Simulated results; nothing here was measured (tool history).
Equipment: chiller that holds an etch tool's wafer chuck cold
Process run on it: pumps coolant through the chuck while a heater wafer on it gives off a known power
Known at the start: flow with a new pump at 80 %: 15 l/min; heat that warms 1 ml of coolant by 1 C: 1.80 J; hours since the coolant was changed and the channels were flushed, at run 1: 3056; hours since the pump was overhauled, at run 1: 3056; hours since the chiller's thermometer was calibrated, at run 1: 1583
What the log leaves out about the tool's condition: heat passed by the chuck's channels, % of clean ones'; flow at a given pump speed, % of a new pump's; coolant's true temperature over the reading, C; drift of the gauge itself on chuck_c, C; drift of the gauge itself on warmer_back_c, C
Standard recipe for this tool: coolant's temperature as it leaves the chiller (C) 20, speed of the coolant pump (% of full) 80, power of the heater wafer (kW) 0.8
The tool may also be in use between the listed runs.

run    hour  coolant's temperature as it leaves the chiller (C)  speed of the coolant pump (% of full)  power of the heater wafer (kW)  hours since the coolant was changed and the channels were flushed  hours since the pump was overhauled  hours since the chiller's thermometer was calibrated  chuck's temperature once it has settled (C)  how much warmer the coolant comes back (C)
  1       0                                                  20                                     80                             0.8                                                               3056                                 3056                                                  1583                                         25.7                                       1.872
  2    45.9                                                  20                                     80                             0.8                                                               3102                                 3102                                                  1629                                         25.7                                       1.887
  3    90.4                                                  20                                     80                           0.455                                                               3147                                 3147                                                  1674                                         23.6                                       1.079
  4   160.5                                                  20                                     80                           0.455                                                               3217                                 3217                                                  1744                                         23.4                                       1.071
  5   220.9                                                  20                                     80                             0.8                                                               3277                                 3277                                                  1804                                         25.7                                       1.903
  6   265.2                                                  20                                     80                             0.8                                                               3322                                 3322                                                  1849                                         25.9                                       1.892
  7   337.8                                                  20                                     80                             0.8                                                               3394                                 3394                                                  1921                                         25.7                                       1.894
  8     402                                                  20                                     80                             0.8                                                               3458                                 3458                                                  1985                                         25.9                                       1.899
  9   454.8                                                  20                                     80                             0.8                                                               3511                                 3511                                                  2038                                         25.8                                       1.894
 10   502.8                                                  20                                     80                             0.8                                                               3559                                 3559                                                  2086                                         26.1                                         1.9
 11   547.8                                                  20                                     85                             0.8                                                               3604                                 3604                                                  2131                                         25.7                                       1.774
 12   612.5                                                  20                                     85                             0.8                                                               3669                                 3669                                                  2196                                         25.9                                        1.76
 13   650.6                                                  20                                     85                             0.8                                                               3707                                 3707                                                  2234                                         25.8                                       1.793
 14   719.5                                                  20                                     85                           0.461                                                               3776                                 3776                                                  2303                                         23.6                                       1.019
      768.1  -- coolant changed, channels flushed
      779.9  -- coolant pump overhauled
 15   783.5                                                  20                                     85                           0.461                                                                 10                                    4                                                  2356                                         23.5                                       1.083
 16   821.6                                                  20                                     85                           0.461                                                                 49                                   42                                                  2394                                         23.4                                       1.076
 17   888.5                                                  11                                     68                           0.777                                                                115                                  109                                                  2461                                         17.5                                       2.342
 18   931.3                                                  11                                     68                           0.444                                                                158                                  151                                                  2504                                           15                                       1.343
 19   998.3                                                  11                                     68                           0.444                                                                225                                  218                                                  2571                                           15                                       1.348
 20  1032.9                                                  11                                     68                           0.444                                                                260                                  253                                                  2605                                           15                                       1.338
 21  1080.6                                                  11                                     68                           0.444                                                                307                                  301                                                  2653                                           15                                       1.343
 22  1139.7                                                  19                                     97                           0.414                                                                367                                  360                                                  2712                                           22                                       0.839
 23  1185.5                                                  10                                     84                           0.708                                                                412                                  406                                                  2758                                           15                                       1.694
       1197  -- coolant pump overhauled, once more
 24  1250.8                                                  22                                     84                           1.021                                                                473                                   54                                                  2818                                         28.2                                       2.151
 25  1298.2                                                  30                                     62                           0.477                                                                520                                  101                                                  2866                                         34.3                                       1.432
 26  1365.4                                                  25                                     86                           0.993                                                                587                                  168                                                  2933                                         31.1                                       2.043
 27    1397                                                  11                                     73                           0.483                                                                619                                  200                                                  2964                                         14.6                                       1.191
 28    1469                                                  11                                     73                           0.483                                                                691                                  272                                                  3036                                         14.7                                       1.186
 29  1525.4                                                  11                                     73                           0.608                                                                747                                  328                                                  3093                                         15.6                                       1.505
 30  1574.3                                                  13                                     65                           0.718                                                                796                                  377                                                  3142                                         18.9                                       2.029
 31  1618.7                                                  13                                     65                           0.718                                                                841                                  422                                                  3186                                         18.9                                       2.036

Predict each of these 5 candidate next runs independently; none follows another, all start after run 31:
  A  1664                                                  12                                     82                            0.42                                                                886                                  467                                                  3231                                            ?                                           ?
  B  1664                                                  13                                     97                           0.971                                                                886                                  467                                                  3231                                            ?                                           ?
  C  1664                                                  12                                     70                           0.718                                                                886                                  467                                                  3231                                            ?                                           ?
  D  1664                                                  12                                     70                           1.049                                                                886                                  467                                                  3231                                            ?                                           ?
  E  1664                                                  12                                     62                           0.455                                                                886                                  467                                                  3231                                            ?                                           ?

run  chuck's temperature once it has settled (C)  how much warmer the coolant comes back (C)
  A                                         15.3                                       0.913
  B                                         18.8                                       1.751
  C                                         17.5                                       1.868
  D                                           20                                       2.741
  E                                         16.2                                       1.357
Stripped of hidden state, with their random variation kept, the same runs would have yielded:
run  chuck's temperature once it has settled (C)  how much warmer the coolant comes back (C)
  A                                         14.5                                       0.906
  B                                         17.9                                       1.737
  C                                         16.6                                       1.854
  D                                         19.1                                        2.72
  E                                         15.4                                       1.347
